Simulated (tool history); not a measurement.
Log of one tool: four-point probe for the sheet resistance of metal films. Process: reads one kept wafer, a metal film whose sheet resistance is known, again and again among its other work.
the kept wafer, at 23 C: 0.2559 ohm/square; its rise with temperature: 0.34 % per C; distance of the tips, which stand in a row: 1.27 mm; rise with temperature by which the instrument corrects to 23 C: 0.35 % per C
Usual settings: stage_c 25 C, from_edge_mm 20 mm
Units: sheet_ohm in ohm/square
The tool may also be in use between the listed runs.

run,hour,stage_c,from_edge_mm,sheet_ohm
1,0,25,20,0.256454
2,97.1,25,20,0.256444
3,175.6,29,20,0.25618
4,232.2,29,20,0.256185
5,318.6,24,20,0.256316
6,409.3,25,20,0.256298
7,500.8,25,20,0.256221
8,557.1,25,20,0.256237
9,651,27,20,0.256076
10,697.9,27,20,0.256037
11,742.6,25,6,0.261674
12,792.5,25,6,0.261652
13,836.3,25,6,0.261635
14,921.7,25,6,0.261469
15,1019.8,25,6,0.261569
16,1086.7,25,6,0.261564
17,1137,25,20,0.255895
18,1200.7,25,20,0.255893
19,1289,25,20,0.255952
20,1348,25,47,0.255516
21,1417.2,25,47,0.255404
22,1467.8,21,20,0.255943
23,1538.5,21,20,0.255884
24,1585.9,19,8,0.25885
25,1634.2,19,3,0.277712
26,1720.6,19,3,0.277626
27,1784.1,28,20,0.255582
28,1835.6,24,20,0.255708
29,1899.1,24,20,0.255651
30,1991.7,31,17,0.255608
31,2043,20,5,0.263806
32,2117.9,22,4,0.268149
33,2162.9,22,22,0.255559
34,2235.4,21,4,0.268133
35,2328.7,21,4,0.268085
# hour 2402.8: stage's thermometer calibrated
36,2429.2,33,6,0.261273
37,2495.3,26,32,0.255595
38,2568.1,26,32,0.255731
39,2618.1,34,4,0.268235
40,2713.3,23,71,0.255554
41,2802.2,21,8,0.258855
42,2849.9,33,71,0.25513
43,2896.8,33,71,0.255077
44,2962.9,28,43,0.255407
45,3050.1,28,51,0.255289

3 ways to go on from here, each from the tool as it stands after run 45. What would each give?
A,3139.5,34,20,?
B,3139.5,29,27,?
C,3139.5,26,4,?

run,sheet_ohm
A,0.255555
B,0.255406
C,0.268347
Without the tool's hidden state the same runs would have given:
run,sheet_ohm
A,0.256173
B,0.256027
C,0.268999

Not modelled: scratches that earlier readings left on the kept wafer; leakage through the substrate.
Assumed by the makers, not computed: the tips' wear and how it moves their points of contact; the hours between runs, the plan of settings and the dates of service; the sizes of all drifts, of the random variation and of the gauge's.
